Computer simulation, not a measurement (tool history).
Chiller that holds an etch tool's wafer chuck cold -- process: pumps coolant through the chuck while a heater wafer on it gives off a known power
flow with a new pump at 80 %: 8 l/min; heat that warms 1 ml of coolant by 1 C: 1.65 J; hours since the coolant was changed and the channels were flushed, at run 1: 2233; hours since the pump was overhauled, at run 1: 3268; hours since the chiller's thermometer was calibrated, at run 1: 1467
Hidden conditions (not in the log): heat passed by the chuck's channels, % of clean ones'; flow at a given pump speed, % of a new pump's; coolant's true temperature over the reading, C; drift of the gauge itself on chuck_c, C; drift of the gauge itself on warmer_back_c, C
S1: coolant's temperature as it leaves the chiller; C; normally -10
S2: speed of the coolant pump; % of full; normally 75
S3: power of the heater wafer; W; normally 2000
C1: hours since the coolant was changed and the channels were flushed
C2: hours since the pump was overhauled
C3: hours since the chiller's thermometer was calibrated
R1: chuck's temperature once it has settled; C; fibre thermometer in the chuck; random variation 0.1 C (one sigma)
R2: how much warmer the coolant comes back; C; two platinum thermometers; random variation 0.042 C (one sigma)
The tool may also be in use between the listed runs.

run 1 hour=0.0 | S1=-10 S2=75 S3=2000 | C1=2233 C2=3268 C3=1467 | R1=6.6 R2=10.06
run 2 hour=55.8 | S1=-10 S2=75 S3=2000 | C1=2289 C2=3324 C3=1522 | R1=6.3 R2=10.11
run 3 hour=132.1 | S1=-10 S2=75 S3=2000 | C1=2365 C2=3400 C3=1599 | R1=6.4 R2=10.03
run 4 hour=218.5 | S1=-10 S2=75 S3=2000 | C1=2452 C2=3487 C3=1685 | R1=6.5 R2=10.07
run 5 hour=307.8 | S1=-10 S2=75 S3=1085 | C1=2541 C2=3576 C3=1774 | R1=-1.2 R2=5.52
run 6 hour=366.3 | S1=-10 S2=75 S3=1085 | C1=2599 C2=3635 C3=1833 | R1=-1.3 R2=5.49
run 7 hour=443.9 | S1=-10 S2=75 S3=2000 | C1=2677 C2=3712 C3=1911 | R1=6.6 R2=10.11
run 8 hour=568.9 | S1=-10 S2=75 S3=2000 | C1=2802 C2=3837 C3=2036 | R1=6.5 R2=10.17
run 9 hour=688.7 | S1=-10 S2=75 S3=2000 | C1=2922 C2=3957 C3=2155 | R1=6.5 R2=10.19
run 10 hour=759.7 | S1=-10 S2=75 S3=2000 | C1=2993 C2=4028 C3=2226 | R1=6.6 R2=10.13
run 11 hour=852.3 | S1=-10 S2=75 S3=2000 | C1=3085 C2=4120 C3=2319 | R1=6.7 R2=10.06
run 12 hour=915.4 | S1=-10 S2=75 S3=2000 | C1=3148 C2=4184 C3=2382 | R1=6.6 R2=10.13
run 13 hour=1012.2 | S1=-10 S2=75 S3=2000 | C1=3245 C2=4280 C3=2479 | R1=6.7 R2=10.14
run 14 hour=1130.6 | S1=-2 S2=75 S3=2000 | C1=3364 C2=4399 C3=2597 | R1=14.7 R2=10.14
run 15 hour=1184.7 | S1=-19 S2=75 S3=2000 | C1=3418 C2=4453 C3=2651 | R1=-2.3 R2=10.20
run 16 hour=1272.1 | S1=-10 S2=94 S3=2000 | C1=3505 C2=4540 C3=2739 | R1=3.4 R2=7.97

Run 17, settings as shown, results not yet in. Your forecast:
run 17 hour=1371.1 | S1=-10 S2=94 S3=2351 | C1=3604 C2=4639 C3=2838 | R1=? R2=?

Run 17 produced R1 5.8 C, R2 9.27 C.
With the hidden condition absent and the run-to-run variation left alone, this run would have shown R1 4.8 C, R2 8.85 C.
